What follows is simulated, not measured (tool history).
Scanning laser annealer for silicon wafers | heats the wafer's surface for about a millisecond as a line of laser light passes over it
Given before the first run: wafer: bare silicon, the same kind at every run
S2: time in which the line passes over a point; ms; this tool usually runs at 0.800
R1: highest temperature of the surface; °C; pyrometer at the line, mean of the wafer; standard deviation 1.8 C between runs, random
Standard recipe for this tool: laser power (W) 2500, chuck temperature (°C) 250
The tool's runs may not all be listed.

{"run": 1, "hour": 0.0, "laser power (W)": 2500, "S2": 0.8, "chuck temperature (°C)": 250, "R1": 1000}
{"run": 2, "hour": 8.0, "laser power (W)": 2500, "S2": 0.8, "chuck temperature (°C)": 250, "R1": 1004}
{"run": 3, "hour": 17.0, "laser power (W)": 2500, "S2": 0.8, "chuck temperature (°C)": 250, "R1": 1001}
{"run": 4, "hour": 32.1, "laser power (W)": 2500, "S2": 0.8, "chuck temperature (°C)": 250, "R1": 1001}
{"run": 5, "hour": 39.6, "laser power (W)": 2500, "S2": 0.8, "chuck temperature (°C)": 250, "R1": 1003}
{"run": 6, "hour": 48.3, "laser power (W)": 2500, "S2": 0.8, "chuck temperature (°C)": 250, "R1": 999}
{"run": 7, "hour": 62.0, "laser power (W)": 2500, "S2": 0.8, "chuck temperature (°C)": 250, "R1": 1000}
{"run": 8, "hour": 70.0, "laser power (W)": 2500, "S2": 0.8, "chuck temperature (°C)": 250, "R1": 1001}
{"run": 9, "hour": 86.6, "laser power (W)": 2500, "S2": 0.8, "chuck temperature (°C)": 250, "R1": 998}
{"run": 10, "hour": 93.7, "laser power (W)": 2500, "S2": 0.8, "chuck temperature (°C)": 250, "R1": 1002}
{"run": 11, "hour": 109.7, "laser power (W)": 2500, "S2": 0.8, "chuck temperature (°C)": 250, "R1": 1000}
{"run": 12, "hour": 121.2, "laser power (W)": 2500, "S2": 0.8, "chuck temperature (°C)": 250, "R1": 996}
{"run": 13, "hour": 138.2, "laser power (W)": 2500, "S2": 0.8, "chuck temperature (°C)": 250, "R1": 999}
{"run": 14, "hour": 150.4, "laser power (W)": 2630, "S2": 0.8, "chuck temperature (°C)": 250, "R1": 1038}
{"run": 15, "hour": 157.7, "laser power (W)": 2630, "S2": 0.8, "chuck temperature (°C)": 250, "R1": 1040}
{"run": 16, "hour": 164.9, "laser power (W)": 2630, "S2": 0.8, "chuck temperature (°C)": 250, "R1": 1037}
{"run": 17, "hour": 173.8, "laser power (W)": 2500, "S2": 0.8, "chuck temperature (°C)": 250, "R1": 998}
{"run": 18, "hour": 183.4, "laser power (W)": 2500, "S2": 0.8, "chuck temperature (°C)": 256, "R1": 1003}
{"run": 19, "hour": 199.9, "laser power (W)": 2500, "S2": 0.8, "chuck temperature (°C)": 250, "R1": 995}
{"run": 20, "hour": 214.7, "laser power (W)": 2500, "S2": 0.8, "chuck temperature (°C)": 250, "R1": 996}
{"run": 21, "hour": 231.0, "laser power (W)": 2615, "S2": 0.85, "chuck temperature (°C)": 232, "R1": 1037}
{"run": 22, "hour": 240.8, "laser power (W)": 2284, "S2": 0.927, "chuck temperature (°C)": 255, "R1": 980}
{"run": 23, "hour": 251.9, "laser power (W)": 2273, "S2": 0.811, "chuck temperature (°C)": 217, "R1": 898}
{"run": 24, "hour": 267.1, "laser power (W)": 2521, "S2": 0.965, "chuck temperature (°C)": 224, "R1": 1039}
{"run": 25, "hour": 275.0, "laser power (W)": 2139, "S2": 0.693, "chuck temperature (°C)": 244, "R1": 837}
{"hour": 278.6, "done": "window over the wafer cleaned"}
{"run": 26, "hour": 291.2, "laser power (W)": 2657, "S2": 0.693, "chuck temperature (°C)": 244, "R1": 985}
{"run": 27, "hour": 299.4, "laser power (W)": 2657, "S2": 0.693, "chuck temperature (°C)": 244, "R1": 986}
{"run": 28, "hour": 311.1, "laser power (W)": 2500, "S2": 0.822, "chuck temperature (°C)": 268, "R1": 1021}
{"run": 29, "hour": 322.9, "laser power (W)": 2448, "S2": 0.625, "chuck temperature (°C)": 250, "R1": 902}
{"run": 30, "hour": 337.6, "laser power (W)": 2622, "S2": 0.688, "chuck temperature (°C)": 243, "R1": 973}
{"run": 31, "hour": 354.2, "laser power (W)": 2518, "S2": 0.662, "chuck temperature (°C)": 243, "R1": 929}
{"run": 32, "hour": 364.9, "laser power (W)": 2183, "S2": 0.918, "chuck temperature (°C)": 250, "R1": 936}
{"hour": 372.6, "done": "window over the wafer cleaned, once more"}
{"run": 33, "hour": 379.2, "laser power (W)": 2564, "S2": 0.882, "chuck temperature (°C)": 219, "R1": 1024}
{"run": 34, "hour": 390.0, "laser power (W)": 2184, "S2": 0.731, "chuck temperature (°C)": 243, "R1": 873}
{"run": 35, "hour": 405.4, "laser power (W)": 2184, "S2": 0.731, "chuck temperature (°C)": 243, "R1": 865}
{"run": 36, "hour": 413.1, "laser power (W)": 2595, "S2": 0.875, "chuck temperature (°C)": 232, "R1": 1047}
{"run": 37, "hour": 427.4, "laser power (W)": 2595, "S2": 0.875, "chuck temperature (°C)": 232, "R1": 1044}
{"run": 38, "hour": 442.3, "laser power (W)": 2394, "S2": 0.845, "chuck temperature (°C)": 251, "R1": 985}
{"run": 39, "hour": 455.2, "laser power (W)": 2394, "S2": 0.845, "chuck temperature (°C)": 251, "R1": 984}
{"run": 40, "hour": 467.8, "laser power (W)": 2394, "S2": 0.845, "chuck temperature (°C)": 251, "R1": 984}

Same runs, no hidden state in the tool, same run-to-run variation:
The tool's hidden condition here consists of: light that passes the window, % of a clean one's; laser's true power over the reading, %; width of the line over the set one, %; drift of the gauge itself on peak_c, C.
run=1 R1=1011
run=2 R1=1015
run=3 R1=1012
run=4 R1=1013
run=5 R1=1016
run=6 R1=1012
run=7 R1=1013
run=8 R1=1014
run=9 R1=1011
run=10 R1=1016
run=11 R1=1015
run=12 R1=1011
run=13 R1=1014
run=14 R1=1055
run=15 R1=1056
run=16 R1=1054
run=17 R1=1014
run=18 R1=1020
run=19 R1=1012
run=20 R1=1013
run=21 R1=1056
run=22 R1=998
run=23 R1=914
run=24 R1=1059
run=25 R1=853
run=26 R1=1005
run=27 R1=1007
run=28 R1=1042
run=29 R1=920
run=30 R1=994
run=31 R1=950
run=32 R1=957
run=33 R1=1036
run=34 R1=882
run=35 R1=875
run=36 R1=1060
run=37 R1=1057
run=38 R1=997
run=39 R1=997
run=40 R1=998
